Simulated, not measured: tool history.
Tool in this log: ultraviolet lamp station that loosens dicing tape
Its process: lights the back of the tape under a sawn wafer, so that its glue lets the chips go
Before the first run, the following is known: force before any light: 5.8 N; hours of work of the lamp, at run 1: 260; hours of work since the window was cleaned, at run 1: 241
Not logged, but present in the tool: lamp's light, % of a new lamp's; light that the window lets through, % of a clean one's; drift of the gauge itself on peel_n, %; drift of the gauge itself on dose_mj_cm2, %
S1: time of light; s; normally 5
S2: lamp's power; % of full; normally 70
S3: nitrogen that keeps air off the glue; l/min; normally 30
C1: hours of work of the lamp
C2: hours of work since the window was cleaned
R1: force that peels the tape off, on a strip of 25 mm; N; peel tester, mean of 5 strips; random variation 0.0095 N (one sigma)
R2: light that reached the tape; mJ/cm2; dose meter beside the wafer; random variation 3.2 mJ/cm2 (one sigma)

run   hour  S1  S2  S3   C1   C2     R1   R2
  1    0.0   5  70  30  260  241  0.539  405
  2   15.9   5  70  30  271  252  0.565  405
  3   28.9   5  88  30  280  261  0.375  509
  4   41.1   5  88  35  288  269  0.335  506
  5   52.4   5  88  35  296  277  0.365  509
  6   72.2   5  88  35  309  290  0.360  496
  7   89.7   5  88  35  321  302  0.352  497
  8  103.1   5  88  35  330  311  0.366  496
  9  121.9   5  88  51  343  324  0.292  492
 10  134.0   6  88  51  351  332  0.249  581
 11  148.9   6  88  51  362  343  0.244  580
 12  168.5   6  88  51  375  356  0.251  578
 13  185.5   6  88  51  386  367  0.255  570
 14  197.4   6  88  51  394  376  0.258  571
 15  207.2   6  88  51  401  382  0.248  572
 16  215.9   7  95  16  407  388  0.336  717
 17  227.6   5  98  30  415  396  0.369  523
 18  238.0   8  93  10  422  403  0.385  793
 19  248.0   8  93  10  429  410  0.390  789
 20  258.7   8  93  10  436  417  0.405  787
 21  269.9   8  93  10  444  425  0.393  778
 22  285.6   8  93  10  454  435  0.400  786
 23  305.3   8  93  10  468  449  0.408  772
 24  322.5   5  88  14  480  461  0.781  452
 25  335.2   4  70  30  488  469  1.052  289
 26  354.7   4  70  30  501  482  1.050  283
 27  372.7   6  85  30  514  495  0.383  511
 28  392.1   5  70  42  527  508  0.592  346
 29  410.5   6  73  15  539  520  0.826  433
 30  425.8   8  86  44  550  531  0.225  673

Had the tool no unlogged condition, and each run kept its random variation, what would the results have been?
run     R1    R2
  1  0.397   483
  2  0.411   485
  3  0.284   614
  4  0.257   613
  5  0.282   618
  6  0.272   609
  7  0.262   614
  8  0.273   614
  9  0.228   616
 10  0.215   731
 11  0.210   733
 12  0.214   736
 13  0.216   732
 14  0.217   736
 15  0.208   740
 16  0.246   932
 17  0.261   684
 18  0.260  1039
 19  0.263  1038
 20  0.275  1040
 21  0.261  1031
 22  0.264  1050
 23  0.265  1039
 24  0.453   613
 25  0.627   394
 26  0.614   389
 27  0.249   709
 28  0.336   484
 29  0.454   611
 30  0.199   955
